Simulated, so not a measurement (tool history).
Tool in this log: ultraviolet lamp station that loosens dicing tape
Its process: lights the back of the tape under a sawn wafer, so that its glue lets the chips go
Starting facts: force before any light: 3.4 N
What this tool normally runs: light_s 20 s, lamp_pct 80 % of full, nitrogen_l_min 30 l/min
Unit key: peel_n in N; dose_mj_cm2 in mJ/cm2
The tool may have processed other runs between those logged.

run,hour,light_s,lamp_pct,nitrogen_l_min,peel_n,dose_mj_cm2
1,0,20,80,30,0.311,194
2,11.4,20,80,30,0.309,191
3,22.3,20,80,30,0.316,193
4,31.9,20,80,30,0.296,189
5,37.2,20,80,30,0.327,191
6,42.7,20,80,30,0.307,188
7,51.2,20,80,30,0.317,185
8,57.8,20,80,30,0.306,185
9,69.6,20,80,30,0.333,185
10,77.2,20,80,27,0.33,187
11,83.1,20,80,30,0.334,183
12,92.9,20,80,30,0.325,183
13,100.1,20,80,30,0.346,185
14,105.8,20,73,15,0.62,166
15,113.9,20,70,30,0.409,160
16,120.1,20,74,18,0.517,165
17,132.7,20,74,18,0.557,167
18,145.3,15,64,40,0.644,109
19,154.7,17,80,30,0.444,153
20,167,17,80,30,0.463,152
21,178.8,24,70,55,0.239,185
22,184.9,20,80,18,0.49,175
23,192,10,94,37,0.726,105
24,199.5,10,94,37,0.708,105
25,208.3,20,71,41,0.372,159
26,218.1,16,93,35,0.389,165

Predict each of these 5 candidate next runs independently; none follows another, all start after run 26:
A,226.2,13,84,30,?,?
B,226.2,36,95,11,?,?
C,226.2,24,84,22,?,?
D,226.2,20,78,30,?,?
E,226.2,18,61,50,?,?

run,peel_n,dose_mj_cm2
A,0.679,117
B,0.229,367
C,0.316,218
D,0.385,165
E,0.519,115
Without the tool's hidden state the same runs would have given:
run,peel_n,dose_mj_cm2
A,0.501,143
B,0.186,451
C,0.235,268
D,0.28,203
E,0.376,143

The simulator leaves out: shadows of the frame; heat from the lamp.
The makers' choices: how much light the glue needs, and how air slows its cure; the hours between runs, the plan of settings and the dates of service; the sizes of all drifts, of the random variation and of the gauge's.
